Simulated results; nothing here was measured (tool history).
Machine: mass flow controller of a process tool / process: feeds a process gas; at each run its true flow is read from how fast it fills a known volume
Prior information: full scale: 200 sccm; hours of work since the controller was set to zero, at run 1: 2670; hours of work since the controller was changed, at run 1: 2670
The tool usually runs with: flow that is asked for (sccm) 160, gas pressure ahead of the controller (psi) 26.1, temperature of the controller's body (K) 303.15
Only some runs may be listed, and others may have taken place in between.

run    hour  flow that is asked for (sccm)  gas pressure ahead of the controller (psi)  temperature of the controller's body (K)  hours of work since the controller was set to zero  hours of work since the controller was changed  true flow (%)
  1     0.0                            160                                        26.1                                    303.15                                                2670                                            2670         100.79
  2    87.8                            160                                        26.1                                    303.15                                                2730                                            2730         100.78
  3   185.1                            160                                        26.1                                    303.15                                                2797                                            2797         100.87
  4   273.6                            160                                        38.4                                    303.15                                                2858                                            2858         100.33
  5   330.5                            160                                        38.4                                    303.15                                                2898                                            2898         100.51
  6   383.4                            160                                        26.1                                    303.15                                                2934                                            2934         100.94
  7   432.4                            160                                        26.1                                    303.15                                                2968                                            2968         100.91
  8   505.9                            160                                        26.1                                    303.15                                                3019                                            3019         100.83
  9   561.1                            160                                        26.1                                    303.15                                                3057                                            3057         100.94
 10   618.8                            160                                        28.1                                    303.15                                                3097                                            3097         100.88
 11   717.1                            160                                        28.1                                    296.15                                                3164                                            3164         101.42
 12   778.3                            160                                        28.1                                    296.15                                                3207                                            3207         101.43
 13   823.8                             49                                        26.1                                    303.15                                                3238                                            3238         100.91
 14   905.2                             49                                        26.1                                    303.15                                                3294                                            3294         101.14
 15   956.5                             49                                        26.1                                    303.15                                                3329                                            3329         100.94
 16  1053.3                            160                                        26.1                                    303.15                                                3396                                            3396         100.97
 17  1137.3                            160                                        26.1                                    303.15                                                3454                                            3454         101.02
 18  1215.1                            160                                        26.1                                    303.15                                                3508                                            3508         101.16
 19  1264.6                            160                                        26.1                                    303.15                                                3542                                            3542         101.11
 20  1320.6                             21                                        29.6                                    303.15                                                3581                                            3581         102.87
 21  1368.9                            160                                        26.1                                    293.15                                                3614                                            3614         101.66
 22  1460.4                            141                                        26.1                                    298.15                                                3677                                            3677         101.35
 23  1546.6                             32                                        26.1                                    303.15                                                3737                                            3737         102.09
 24  1611.4                             32                                        26.1                                    303.15                                                3781                                            3781         102.08
 25  1697.7                             32                                        26.1                                    303.15                                                3841                                            3841         102.21
 26  1753.9                             32                                        26.1                                    303.15                                                3880                                            3880         102.19
 27  1851.9                             68                                        26.1                                    303.15                                                3947                                            3947         101.14
 28  1922.7                             68                                        33.6                                    306.15                                                3996                                            3996         100.73
 29  1964.7                             68                                        37.4                                    301.15                                                4025                                            4025         101.05
 30  2038.3                             68                                        37.4                                    301.15                                                4076                                            4076         100.91
 31  2127.9                             21                                        22.6                                    300.15                                                4138                                            4138         104.13
 32  2190.2                             21                                        22.6                                    300.15                                                4181                                            4181         103.95
 33  2287.7                             21                                        22.6                                    300.15                                                4248                                            4248         104.18
 34  2354.3                             21                                        22.6                                    300.15                                                4294                                            4294         104.24

Hidden state or all else? Some run-to-run changes of true flow (%), split into what the settings, what came in and random variation would give without the hidden state, and what is left for the hidden state (with any gauge scatter that isn't in both results):
Unlogged tool condition in this case: flow at rest that the sensor doesn't see, % of full scale; true flow over the shown one, %; drift of the gauge itself on true_pct, %.
Run 19 -> 20: flow that is asked for (sccm) 160 -> 21, gas pressure ahead of the controller (psi) 26.1 -> 29.6. true flow (%) +1.76: hidden state +3.14, all else -1.38.
Run 20 -> 21: flow that is asked for (sccm) 21 -> 160, gas pressure ahead of the controller (psi) 29.6 -> 26.1, temperature of the controller's body (K) 303.15 -> 293.15. true flow (%) -1.21: hidden state -3.11, all else +1.90.
Run 30 -> 31: flow that is asked for (sccm) 68 -> 21, gas pressure ahead of the controller (psi) 37.4 -> 22.6, temperature of the controller's body (K) 301.15 -> 300.15. true flow (%) +3.22: hidden state +2.92, all else +0.30.
